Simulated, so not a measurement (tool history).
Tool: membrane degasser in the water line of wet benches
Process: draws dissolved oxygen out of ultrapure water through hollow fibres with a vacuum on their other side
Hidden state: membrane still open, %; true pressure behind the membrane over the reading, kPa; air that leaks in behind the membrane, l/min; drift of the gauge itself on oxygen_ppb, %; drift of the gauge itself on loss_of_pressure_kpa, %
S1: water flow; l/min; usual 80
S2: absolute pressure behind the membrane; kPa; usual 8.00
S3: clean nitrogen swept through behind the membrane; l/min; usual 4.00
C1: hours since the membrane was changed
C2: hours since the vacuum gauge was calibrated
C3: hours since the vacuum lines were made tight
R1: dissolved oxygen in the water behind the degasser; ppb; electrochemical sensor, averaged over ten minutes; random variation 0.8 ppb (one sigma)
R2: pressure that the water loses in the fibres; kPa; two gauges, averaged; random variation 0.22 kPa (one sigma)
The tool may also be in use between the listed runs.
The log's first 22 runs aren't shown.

Run 23, hour 2985.4: usual settings but S1 65 l/min, S2 11.45 kPa, S3 5.70 l/min; C1 10038; C2 837; C3 2176. Result: R1 221.1 ppb, R2 55.17 kPa.
Run 24, hour 3129.9: usual settings but S2 11.69 kPa, S3 10.80 l/min; C1 10183; C2 982; C3 2321. Result: R1 159.6 ppb, R2 68.45 kPa.
Run 25, hour 3282.9: usual settings but S1 55 l/min, S2 5.20 kPa, S3 9.51 l/min; C1 10336; C2 1135; C3 2474. Result: R1 31.3 ppb, R2 47.29 kPa.
Run 26, hour 3448.8: usual settings but S1 93 l/min, S2 18.55 kPa, S3 11.68 l/min; C1 10502; C2 1301; C3 2640. Result: R1 300.7 ppb, R2 79.19 kPa.
Run 27, hour 3595.2: usual settings but S1 93 l/min, S2 18.55 kPa, S3 11.68 l/min; C1 10648; C2 1447; C3 2786. Result: R1 299.7 ppb, R2 79.06 kPa.
Run 28, hour 3724.4: usual settings but S1 56 l/min, S2 6.69 kPa, S3 5.40 l/min; C1 10777; C2 1576; C3 2916. Result: R1 88.7 ppb, R2 48.00 kPa.
Run 29, hour 3822.9: usual settings but S3 3.01 l/min; C1 10876; C2 1675; C3 3014. Result: R1 278.3 ppb, R2 68.03 kPa.
Run 30, hour 3961.5: usual settings but S1 90 l/min, S2 5.47 kPa, S3 5.78 l/min; C1 11014; C2 1813; C3 3153. Result: R1 98.1 ppb, R2 76.58 kPa.
Run 31, hour 4107.1: usual settings but S1 113 l/min, S2 13.96 kPa, S3 9.71 l/min; C1 11160; C2 1959; C3 3298. Result: R1 313.4 ppb, R2 96.53 kPa.

3 ways to go on from here, each from the tool as it stands after run 31. What would each give?
Run A, hour 4274.7: usual settings but S1 82 l/min, S2 17.63 kPa, S3 7.34 l/min; C1 11327; C2 2126; C3 3466. Result: R1 ?, R2 ?.
Run B, hour 4274.7: usual settings but S1 55 l/min, S2 13.96 kPa, S3 9.71 l/min; C1 11327; C2 2126; C3 3466. Result: R1 ?, R2 ?.
Run C, hour 4274.7: usual settings but S1 52 l/min, S2 4.85 kPa, S3 6.00 l/min; C1 11327; C2 2126; C3 3466. Result: R1 ?, R2 ?.

run     R1     R2
  A  379.0  69.87
  B  149.9  47.16
  C   37.9  44.53
Without the tool's hidden state the same runs would have given:
run     R1     R2
  A  374.3  67.77
  B  147.6  45.75
  C   35.8  43.19
